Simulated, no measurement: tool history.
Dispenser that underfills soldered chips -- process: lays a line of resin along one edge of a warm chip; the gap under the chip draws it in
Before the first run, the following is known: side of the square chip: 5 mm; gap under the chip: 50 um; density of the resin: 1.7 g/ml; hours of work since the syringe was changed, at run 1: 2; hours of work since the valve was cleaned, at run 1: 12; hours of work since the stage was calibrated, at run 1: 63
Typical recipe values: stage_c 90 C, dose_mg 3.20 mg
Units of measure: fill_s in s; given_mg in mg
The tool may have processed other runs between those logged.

run  hour  stage_c  dose_mg  hours of work since the syringe was changed  hours of work since the valve was cleaned  hours of work since the stage was calibrated  fill_s  given_mg
  1   0.0       90     3.20                                            2                                         12                                            63    21.9      3.11
      5.8  -- new syringe of resin
  2   7.3       90     3.20                                            1                                         17                                            68    20.4      3.15
  3  11.7       90     3.20                                            5                                         20                                            71    25.8      3.12
     14.4  -- new syringe of resin
  4  16.1       90     3.20                                            1                                         24                                            75    20.2      3.20
  5  20.7       90     3.20                                            5                                         27                                            78    25.8      3.14
     22.8  -- new syringe of resin
  6  24.3       90     3.20                                            1                                         30                                            81    20.4      3.16
  7  28.4       90     3.02                                            4                                         33                                            84    25.6      2.88
     31.3  -- new syringe of resin
  8  35.1       90     3.02                                            3                                         38                                            89    23.3      2.95
     39.8  -- new syringe of resin
  9  41.5       90     3.00                                            1                                         43                                            94    20.8      2.92
 10  45.2       92     2.82                                            4                                         45                                            96    23.4      2.74
     48.3  -- new syringe of resin
 11  50.0       92     2.82                                            1                                         49                                           100    20.1      2.73
     57.0  -- new syringe of resin
 12  57.3       92     2.82                                            0                                         54                                           105    18.9      2.73
 13  61.1       92     2.82                                            3                                         57                                           108    22.1      2.69
     65.8  -- new syringe of resin
 14  66.8      103     2.80                                            1                                         61                                           112    11.6      2.68
 15  72.0       80     2.78                                            5                                         65                                           116    44.8      2.63
     74.4  -- new syringe of resin
 16  79.0       75     4.08                                            4                                         70                                           121    51.0      3.87

Below are 3 alternative next runs, each starting from the tool's condition after run 16. Predict each:
  A  82.5       90     2.79                                            6                                         73                                           124       ?         ?
  B  82.5       99     4.19                                            6                                         73                                           124       ?         ?
  C  82.5       86     3.13                                            6                                         73                                           124       ?         ?

run  fill_s  given_mg
  A    30.5      2.64
  B    18.7      3.91
  C    35.7      2.98
Without the tool's hidden state the same runs would have given:
run  fill_s  given_mg
  A    19.1      2.78
  B    12.0      4.12
  C    22.4      3.14
